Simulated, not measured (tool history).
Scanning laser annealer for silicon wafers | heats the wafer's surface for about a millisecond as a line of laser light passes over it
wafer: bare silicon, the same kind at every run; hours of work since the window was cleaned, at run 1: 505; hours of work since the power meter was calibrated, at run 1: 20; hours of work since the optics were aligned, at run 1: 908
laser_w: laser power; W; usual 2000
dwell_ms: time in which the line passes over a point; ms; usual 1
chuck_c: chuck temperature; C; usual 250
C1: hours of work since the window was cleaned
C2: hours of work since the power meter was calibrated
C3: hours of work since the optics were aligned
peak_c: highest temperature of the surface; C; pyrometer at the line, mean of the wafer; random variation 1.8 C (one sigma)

run 1 day=0 | laser_w=2000 dwell_ms=1 chuck_c=250 | C1=505 C2=20 C3=908 | peak_c=990
run 2 day=0.342 | laser_w=2000 dwell_ms=0.85 chuck_c=250 | C1=508 C2=24 C3=911 | peak_c=925
run 3 day=0.946 | laser_w=2000 dwell_ms=1 chuck_c=250 | C1=514 C2=29 C3=917 | peak_c=986
run 4 day=1.571 | laser_w=2000 dwell_ms=1 chuck_c=279 | C1=520 C2=35 C3=923 | peak_c=1013
run 5 day=1.904 | laser_w=2000 dwell_ms=1 chuck_c=250 | C1=523 C2=39 C3=926 | peak_c=990
run 6 day=2.538 | laser_w=2000 dwell_ms=1 chuck_c=252 | C1=529 C2=45 C3=932 | peak_c=988
run 7 day=3.138 | laser_w=1765 dwell_ms=0.92 chuck_c=284 | C1=535 C2=51 C3=938 | peak_c=883
run 8 day=3.554 | laser_w=1721 dwell_ms=0.82 chuck_c=248 | C1=539 C2=55 C3=942 | peak_c=794
run 9 day=4.025 | laser_w=1881 dwell_ms=0.79 chuck_c=250 | C1=544 C2=59 C3=946 | peak_c=850
run 10 day=4.396 | laser_w=2164 dwell_ms=1 chuck_c=250 | C1=547 C2=63 C3=950 | peak_c=1064
run 11 day=4.946 | laser_w=2109 dwell_ms=0.82 chuck_c=266 | C1=553 C2=68 C3=955 | peak_c=971

5 ways to go on from here, each from the tool as it stands after run 11. What would each give?
run A day=5.288 | laser_w=2141 dwell_ms=0.82 chuck_c=266 | C1=556 C2=71 C3=959 | peak_c=?
run B day=5.288 | laser_w=2000 dwell_ms=0.93 chuck_c=250 | C1=556 C2=71 C3=959 | peak_c=?
run C day=5.288 | laser_w=2168 dwell_ms=1.24 chuck_c=245 | C1=556 C2=71 C3=959 | peak_c=?
run D day=5.288 | laser_w=1727 dwell_ms=1 chuck_c=261 | C1=556 C2=71 C3=959 | peak_c=?
run E day=5.288 | laser_w=1957 dwell_ms=0.79 chuck_c=215 | C1=556 C2=71 C3=959 | peak_c=?

run=A peak_c=984
run=B peak_c=959
run=C peak_c=1161
run=D peak_c=876
run=E peak_c=843
Without the tool's hidden state the same runs would have given:
run=A peak_c=985
run=B peak_c=961
run=C peak_c=1163
run=D peak_c=877
run=E peak_c=844
